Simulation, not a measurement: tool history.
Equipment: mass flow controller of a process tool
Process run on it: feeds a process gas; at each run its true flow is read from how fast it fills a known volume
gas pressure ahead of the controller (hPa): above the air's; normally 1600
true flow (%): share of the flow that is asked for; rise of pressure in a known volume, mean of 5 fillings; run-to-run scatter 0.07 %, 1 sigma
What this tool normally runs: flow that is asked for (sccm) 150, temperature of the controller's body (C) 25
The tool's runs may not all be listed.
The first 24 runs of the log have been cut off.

run,hour,flow that is asked for (sccm),gas pressure ahead of the controller (hPa),temperature of the controller's body (C),true flow (%)
25,4546.6,114,2050,20,102.39
26,4813.6,114,2050,20,102.63
27,4998.6,417,1650,20,101.73
28,5113.3,71,1940,27,103.62
29,5303.2,344,1410,27,100.92
30,5448.9,90,1410,27,103
31,5683.9,90,1410,27,103.06
32,5930.1,90,1410,27,103.27
33,6113.8,413,1790,31,100.82
# hour 6127: controller's zero set anew
34,6228.6,413,1790,31,101.28
35,6436.3,107,1600,25,104.6
36,6652,422,1630,40,100.49
37,6778.4,422,1630,40,100.63
38,6981.4,51,1970,25,111.13
39,7203.5,63,2650,35,108.25
40,7345,343,2610,21,102.79
# hour 7359.7: controller's zero set anew, once more
41,7547.1,239,2610,21,100.67
42,7697.1,239,2610,21,100.76
43,7959.5,111,1600,25,99.77
44,8101.3,53,1600,21,100.67
45,8270.8,320,2330,33,99.86
46,8391.8,251,1600,32,99.66
47,8649.9,180,2650,23,100.79

What if the next run were any one of these 5? Each begins from the tool's condition after run 47:
A,8880.2,166,2650,23,?
B,8880.2,150,2200,38,?
C,8880.2,343,1890,39,?
D,8880.2,77,1770,23,?
E,8880.2,176,1960,28,?

run,true flow (%)
A,100.83
B,99.18
C,99.61
D,100.97
E,100.21
The same runs, with their run-to-run variation unchanged, on a tool lacking any hidden condition would have given:
run,true flow (%)
A,98.84
B,97.13
C,97.94
D,98.3
E,98.27
